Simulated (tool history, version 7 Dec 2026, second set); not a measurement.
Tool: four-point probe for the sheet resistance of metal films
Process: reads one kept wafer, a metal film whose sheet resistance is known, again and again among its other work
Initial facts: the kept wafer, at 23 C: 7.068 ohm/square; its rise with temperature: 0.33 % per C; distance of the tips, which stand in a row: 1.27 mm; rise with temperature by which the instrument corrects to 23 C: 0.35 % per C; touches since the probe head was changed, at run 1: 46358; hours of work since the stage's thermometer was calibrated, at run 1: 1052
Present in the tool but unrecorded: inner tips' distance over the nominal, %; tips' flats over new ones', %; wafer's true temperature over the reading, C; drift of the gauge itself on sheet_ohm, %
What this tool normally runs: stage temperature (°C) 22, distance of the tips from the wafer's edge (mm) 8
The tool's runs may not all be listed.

| run | hour | stage temperature (°C) | distance of the tips from the wafer's edge (mm) | touches since the probe head was changed | hours of work since the stage's thermometer was calibrated | sheet resistance as the instrument gives it (ohm/square) |
|---|---|---|---|---|---|---|
| 1 | 0 | 22 | 8 | 46358 | 1052 | 7.164936 |
| 2 | 86.3 | 22 | 30 | 49519 | 1106 | 7.075528 |
| 3 | 209.9 | 22 | 8 | 54050 | 1185 | 7.166112 |
| 4 | 336.6 | 31 | 8 | 58696 | 1265 | 7.151351 |
| 5 | 410.4 | 22 | 69 | 61399 | 1311 | 7.068498 |
| 6 | 533.9 | 22 | 69 | 65925 | 1390 | 7.074472 |
| 7 | 652.7 | 22 | 69 | 70277 | 1465 | 7.070531 |
| 8 | 734.4 | 22 | 69 | 73272 | 1517 | 7.070684 |
| 9 | 833 | 22 | 14 | 76887 | 1579 | 7.100559 |
|  | 913.1 | stage's thermometer calibrated |
| 10 | 957.7 | 22 | 9 | 81440 | 28 | 7.147478 |
| 11 | 1047.2 | 22 | 9 | 84720 | 85 | 7.146765 |
| 12 | 1141.4 | 31 | 54 | 88170 | 145 | 7.060533 |
| 13 | 1280.8 | 19 | 9 | 93281 | 233 | 7.153628 |
| 14 | 1417.1 | 18 | 25 | 98276 | 319 | 7.083743 |
| 15 | 1526.4 | 18 | 25 | 102281 | 388 | 7.084973 |
|  | 1572.9 | new probe head fitted |
| 16 | 1589 | 22 | 38 | 592 | 427 | 7.072531 |
| 17 | 1737.1 | 28 | 10 | 6020 | 521 | 7.120928 |
| 18 | 1809.8 | 25 | 16 | 8681 | 567 | 7.090035 |
| 19 | 1926.1 | 30 | 51 | 12943 | 641 | 7.060349 |
| 20 | 2040.6 | 22 | 40 | 17140 | 713 | 7.074913 |
| 21 | 2150.4 | 20 | 5 | 21166 | 783 | 7.309989 |

4 options for the next run, each taken on its own from the tool as it stands now. Forecast them:
| A | 2279.7 | 20 | 3 | 25905 | 865 | ? |
| B | 2279.7 | 18 | 8 | 25905 | 865 | ? |
| C | 2279.7 | 21 | 59 | 25905 | 865 | ? |
| D | 2279.7 | 29 | 11 | 25905 | 865 | ? |

| run | sheet resistance as the instrument gives it (ohm/square) |
|---|---|
| A | 7.689588 |
| B | 7.171595 |
| C | 7.072395 |
| D | 7.110533 |
The same runs, with their run-to-run variation unchanged, on a tool lacking any hidden condition would have given:
| run | sheet resistance as the instrument gives it (ohm/square) |
|---|---|
| A | 7.689356 |
| B | 7.171377 |
| C | 7.072179 |
| D | 7.110315 |
